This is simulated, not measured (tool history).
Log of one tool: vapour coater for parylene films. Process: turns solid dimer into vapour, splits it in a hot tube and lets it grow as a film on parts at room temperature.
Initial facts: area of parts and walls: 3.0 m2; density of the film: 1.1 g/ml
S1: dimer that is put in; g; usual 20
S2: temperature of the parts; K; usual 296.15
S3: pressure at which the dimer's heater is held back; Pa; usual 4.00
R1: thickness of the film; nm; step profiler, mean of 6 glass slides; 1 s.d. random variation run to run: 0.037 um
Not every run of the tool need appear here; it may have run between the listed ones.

run,hour,S1,S2,S3,R1
1,0.0,20,296.15,4.00,3630
2,54.8,20,289.15,4.00,4260
3,107.8,20,296.15,6.47,3150
4,150.3,20,296.15,6.47,3120
5,207.2,20,296.15,6.47,3030
# hour 247.6: trap's valve overhauled
6,269.9,20,296.15,6.47,3430
7,317.2,20,296.15,4.00,3800
8,380.6,20,298.15,4.00,3550
9,423.0,19,296.15,4.00,3490
10,469.8,19,296.15,4.00,3430
11,535.7,19,296.15,4.00,3430
12,603.1,19,296.15,4.00,3410
13,650.2,19,296.15,4.00,3300
14,716.1,19,296.15,4.00,3270
15,756.8,19,296.15,4.00,3180
# hour 796.7: trap's valve overhauled
16,812.2,20,296.15,4.00,3910
17,869.7,20,296.15,4.00,3790
18,930.1,20,296.15,4.00,3710
19,990.5,20,296.15,4.00,3680
20,1037.1,20,296.15,4.00,3670
21,1088.2,20,302.15,4.00,3040
22,1164.1,20,302.15,4.00,3040
23,1197.4,20,302.15,4.00,2940
24,1259.8,20,296.15,4.00,3410
25,1300.3,13,295.15,11.22,1800
# hour 1344.6: trap's valve overhauled
26,1348.0,30,295.15,2.40,6730
27,1389.4,36,291.15,2.56,8710
28,1445.6,15,292.15,6.78,2780
29,1493.6,11,289.15,8.68,2080
30,1528.7,11,289.15,8.68,2030
31,1562.8,11,289.15,8.68,2000
32,1636.8,11,289.15,8.68,2030
33,1692.0,11,289.15,8.68,1930
34,1752.1,19,296.15,2.01,3850
35,1799.8,12,298.15,2.22,2270
36,1837.4,12,298.15,2.22,2240
# hour 1892.4: trap's valve overhauled
37,1903.1,18,292.15,6.21,3520
38,1937.7,20,296.15,8.40,3240
39,2002.1,20,296.15,8.40,3180
40,2055.7,20,303.15,8.40,2630
41,2131.6,15,293.15,2.40,3370
42,2166.5,13,296.15,4.00,2400
43,2210.6,9,296.15,4.86,1590
44,2282.5,20,297.15,4.00,3420
45,2320.8,16,289.15,2.73,3690
46,2376.8,20,298.15,4.00,3270
47,2409.6,20,298.15,4.00,3290

Below are 3 alternative next runs, each starting from the tool's condition after run 47. Predict each:
# hour 2446.4: trap's valve overhauled
A,2478.4,20,291.15,4.00,?
# hour 2446.4: trap's valve overhauled
B,2478.4,20,296.15,7.39,?
# hour 2446.4: trap's valve overhauled
C,2478.4,19,296.15,2.97,?

run,R1
A,4420
B,3390
C,3980
Stripped of hidden state, with their random variation kept, the same runs would have yielded:
run,R1
A,4380
B,3360
C,3940

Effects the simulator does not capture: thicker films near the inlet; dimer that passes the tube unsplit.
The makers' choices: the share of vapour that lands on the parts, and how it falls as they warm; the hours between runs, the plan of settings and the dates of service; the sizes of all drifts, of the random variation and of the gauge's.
